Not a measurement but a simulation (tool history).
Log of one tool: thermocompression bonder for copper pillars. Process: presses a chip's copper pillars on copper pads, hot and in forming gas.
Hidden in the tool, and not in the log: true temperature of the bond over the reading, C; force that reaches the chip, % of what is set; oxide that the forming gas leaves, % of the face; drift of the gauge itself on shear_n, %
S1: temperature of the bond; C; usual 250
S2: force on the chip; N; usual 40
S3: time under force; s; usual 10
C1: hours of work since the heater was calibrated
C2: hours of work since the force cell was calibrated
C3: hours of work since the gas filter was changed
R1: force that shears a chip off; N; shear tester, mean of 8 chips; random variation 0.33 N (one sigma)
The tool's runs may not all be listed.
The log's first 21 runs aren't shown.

run	hour	S1	S2	S3	C1	C2	C3	R1
# hour 180.1: force cell calibrated, once more
22	182.2	250	40	18	231	2	461	82.6
23	192.2	245	29	17	238	9	469	65.6
24	201.8	227	29	12	246	17	476	44.3
25	212.3	227	29	10	254	25	484	42.1
26	221.1	227	36	16	261	32	491	57.7
# hour 222.8: forming gas filter changed
27	228.4	227	25	6	266	37	4	31.9
28	238	227	26	6	273	44	12	33.3
29	247	250	28	6	280	51	19	52.4
30	258.5	250	28	6	289	60	28	52
31	267.2	250	28	6	296	67	34	51.7
32	275.4	250	28	6	302	73	41	52
33	282.5	250	28	6	307	78	46	52.1
34	290.7	250	28	6	314	85	52	51.4
35	302.6	261	40	10	323	94	61	85.6
36	307.8	261	40	10	327	98	65	85.2
37	318.1	261	40	10	335	106	73	85.6
38	324.6	257	51	23	340	111	78	102.5
39	335.3	257	51	23	348	119	87	102

5 ways to go on from here, each from the tool as it stands after run 39. What would each give?
A	341.2	276	51	20	353	124	91	?
B	341.2	275	25	10	353	124	91	?
C	341.2	257	28	8	353	124	91	?
D	341.2	250	26	10	353	124	91	?
E	341.2	246	31	5	353	124	91	?

run	R1
A	107.2
B	75.9
C	62.6
D	58.4
E	48.8
Without the tool's hidden state the same runs would have given:
run	R1
A	108.1
B	75.2
C	61.6
D	57.4
E	47.8
